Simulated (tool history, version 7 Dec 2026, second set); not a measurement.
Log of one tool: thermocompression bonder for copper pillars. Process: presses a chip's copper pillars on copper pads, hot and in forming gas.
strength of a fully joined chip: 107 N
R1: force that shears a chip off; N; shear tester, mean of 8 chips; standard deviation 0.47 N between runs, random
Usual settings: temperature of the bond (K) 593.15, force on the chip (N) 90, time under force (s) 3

Run 1, hour 0: usual settings. Result: R1 71.3 N.
Run 2, hour 8.6: usual settings but time under force (s) 4. Result: R1 75.8 N.
Run 3, hour 16.6: usual settings but time under force (s) 2. Result: R1 63.1 N.
At hour 20.3: forming gas filter changed.
Run 4, hour 26: usual settings but time under force (s) 2. Result: R1 70 N.
Run 5, hour 31.9: usual settings but time under force (s) 2. Result: R1 70.2 N.
Run 6, hour 38.7: usual settings but time under force (s) 2. Result: R1 69.4 N.
Run 7, hour 46.6: usual settings but time under force (s) 2. Result: R1 69.8 N.
Run 8, hour 51.4: usual settings but time under force (s) 2. Result: R1 69 N.
Run 9, hour 60.3: usual settings but time under force (s) 2. Result: R1 69.9 N.
Run 10, hour 70.6: usual settings but time under force (s) 2. Result: R1 68.5 N.
Run 11, hour 76.9: usual settings but time under force (s) 2. Result: R1 68.9 N.
Run 12, hour 82.5: usual settings. Result: R1 75.9 N.
Run 13, hour 93.2: usual settings. Result: R1 75.3 N.
Run 14, hour 101.9: usual settings. Result: R1 74.8 N.
Run 15, hour 112.6: usual settings but force on the chip (N) 94. Result: R1 77.5 N.
Run 16, hour 117.4: usual settings but force on the chip (N) 98. Result: R1 79.7 N.
Run 17, hour 127.9: usual settings. Result: R1 75 N.
Run 18, hour 134.6: usual settings. Result: R1 73.9 N.
Run 19, hour 140.5: usual settings. Result: R1 74.6 N.
Run 20, hour 148.2: usual settings. Result: R1 74 N.
Run 21, hour 158.7: usual settings but force on the chip (N) 99, time under force (s) 2. Result: R1 70.9 N.
Run 22, hour 167.2: usual settings but temperature of the bond (K) 596.15. Result: R1 75 N.
Run 23, hour 171.9: usual settings but temperature of the bond (K) 596.15, time under force (s) 2. Result: R1 67.5 N.
Run 24, hour 180.4: usual settings but temperature of the bond (K) 596.15, time under force (s) 2. Result: R1 66.9 N.
Run 25, hour 188.7: usual settings but force on the chip (N) 132. Result: R1 87.3 N.
Run 26, hour 197.6: usual settings but temperature of the bond (K) 590.15, force on the chip (N) 132, time under force (s) 2. Result: R1 78.9 N.
Run 27, hour 202.6: usual settings but temperature of the bond (K) 587.15, force on the chip (N) 99, time under force (s) 2. Result: R1 65.6 N.
Run 28, hour 209.5: usual settings but temperature of the bond (K) 576.15, force on the chip (N) 108. Result: R1 70.2 N.
Run 29, hour 216.4: usual settings but temperature of the bond (K) 584.15, force on the chip (N) 108, time under force (s) 2. Result: R1 66.8 N.
Run 30, hour 225.2: usual settings but temperature of the bond (K) 597.15, force on the chip (N) 108, time under force (s) 2. Result: R1 73.6 N.
Run 31, hour 235.8: usual settings but temperature of the bond (K) 612.15, force on the chip (N) 67, time under force (s) 2. Result: R1 62.9 N.
Run 32, hour 240.8: usual settings but temperature of the bond (K) 598.15, time under force (s) 5. Result: R1 82 N.
Run 33, hour 250: usual settings but temperature of the bond (K) 579.15, force on the chip (N) 89, time under force (s) 2. Result: R1 54.8 N.
At hour 256.6: forming gas filter changed.
Run 34, hour 259.8: usual settings but temperature of the bond (K) 579.15, force on the chip (N) 89, time under force (s) 2. Result: R1 60.3 N.
Run 35, hour 264.8: usual settings but temperature of the bond (K) 579.15, force on the chip (N) 89, time under force (s) 2. Result: R1 60.7 N.
Run 36, hour 273.4: usual settings but temperature of the bond (K) 619.15, force on the chip (N) 94, time under force (s) 4. Result: R1 95.6 N.
Run 37, hour 282: usual settings but temperature of the bond (K) 619.15, force on the chip (N) 94, time under force (s) 4. Result: R1 95.7 N.
Run 38, hour 286.8: usual settings but force on the chip (N) 105, time under force (s) 5. Result: R1 92.3 N.
Run 39, hour 296.7: usual settings but temperature of the bond (K) 604.15, time under force (s) 4. Result: R1 87.8 N.

Measured result minus the same run's result without the hidden state. Both carry the same run-to-run variation, though not necessarily the same gauge scatter:
The tool's hidden condition here consists of: true temperature of the bond over the reading, C; force that reaches the chip, % of what is set; oxide that the forming gas leaves, % of the face; drift of the gauge itself on shear_n, %.
run    R1
  1  -6.2
  2  -6.9
  3  -5.9
  4  +0.1
  5  -0.1
  6  -0.2
  7  -0.5
  8  -0.6
  9  -0.8
 10    -1
 11  -1.2
 12  -1.5
 13  -1.8
 14  -2.1
 15  -2.5
 16  -2.6
 17  -2.8
 18    -3
 19  -3.1
 20  -3.3
 21  -3.5
 22  -3.9
 23  -3.7
 24  -3.8
 25  -5.6
 26  -5.3
 27  -4.4
 28  -4.9
 29  -4.9
 30  -5.7
 31    -5
 32    -7
 33  -4.7
 34  +0.4
 35  +0.3
 36  -0.3
 37  -0.6
 38  -0.6
 39  -0.8
